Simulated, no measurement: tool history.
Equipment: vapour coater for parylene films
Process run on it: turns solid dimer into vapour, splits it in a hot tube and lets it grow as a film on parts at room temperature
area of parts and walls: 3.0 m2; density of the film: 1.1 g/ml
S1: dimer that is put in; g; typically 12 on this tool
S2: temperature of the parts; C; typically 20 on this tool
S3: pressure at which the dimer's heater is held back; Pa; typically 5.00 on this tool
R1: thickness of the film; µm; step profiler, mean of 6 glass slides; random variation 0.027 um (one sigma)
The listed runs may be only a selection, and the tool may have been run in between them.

run 1 hour=0.0 | S1=12 S2=20 S3=5.00 | R1=2.16
run 2 hour=18.1 | S1=12 S2=20 S3=5.00 | R1=2.09
run 3 hour=32.8 | S1=12 S2=30 S3=5.00 | R1=1.59
run 4 hour=44.8 | S1=12 S2=30 S3=5.00 | R1=1.55
run 5 hour=58.7 | S1=5 S2=30 S3=5.00 | R1=0.66
run 6 hour=75.2 | S1=12 S2=20 S3=5.00 | R1=2.10
run 7 hour=97.8 | S1=12 S2=20 S3=5.00 | R1=2.08
run 8 hour=110.6 | S1=12 S2=20 S3=5.00 | R1=2.07
run 9 hour=123.5 | S1=12 S2=20 S3=5.00 | R1=2.07
run 10 hour=137.1 | S1=12 S2=31 S3=2.49 | R1=1.59
run 11 hour=153.1 | S1=13 S2=31 S3=2.49 | R1=1.74
run 12 hour=167.6 | S1=19 S2=29 S3=2.61 | R1=2.64
run 13 hour=192.5 | S1=8 S2=15 S3=5.00 | R1=1.53
-- hour=198.5 trap's valve overhauled
run 14 hour=212.4 | S1=8 S2=15 S3=5.00 | R1=1.46
run 15 hour=231.6 | S1=12 S2=18 S3=5.00 | R1=1.98
run 16 hour=244.5 | S1=15 S2=12 S3=6.12 | R1=2.88
-- hour=255.0 table's thermometer calibrated
run 17 hour=269.9 | S1=20 S2=13 S3=3.12 | R1=4.04
run 18 hour=282.4 | S1=17 S2=22 S3=5.00 | R1=2.48

4 ways to go on from here, each from the tool as it stands after run 18. What would each give?
-- hour=291.3 trap's valve overhauled, once more
run A hour=303.5 | S1=17 S2=21 S3=5.00 | R1=?
-- hour=291.3 trap's valve overhauled, once more
run B hour=303.5 | S1=8 S2=20 S3=5.00 | R1=?
-- hour=291.3 trap's valve overhauled, once more
run C hour=303.5 | S1=17 S2=17 S3=5.00 | R1=?
-- hour=291.3 trap's valve overhauled, once more
run D hour=303.5 | S1=10 S2=22 S3=10.04 | R1=?

run=A R1=3.09
run=B R1=1.50
run=C R1=3.42
run=D R1=1.63
With no hidden state in the tool, these same runs would have given:
run=A R1=3.11
run=B R1=1.51
run=C R1=3.45
run=D R1=1.64

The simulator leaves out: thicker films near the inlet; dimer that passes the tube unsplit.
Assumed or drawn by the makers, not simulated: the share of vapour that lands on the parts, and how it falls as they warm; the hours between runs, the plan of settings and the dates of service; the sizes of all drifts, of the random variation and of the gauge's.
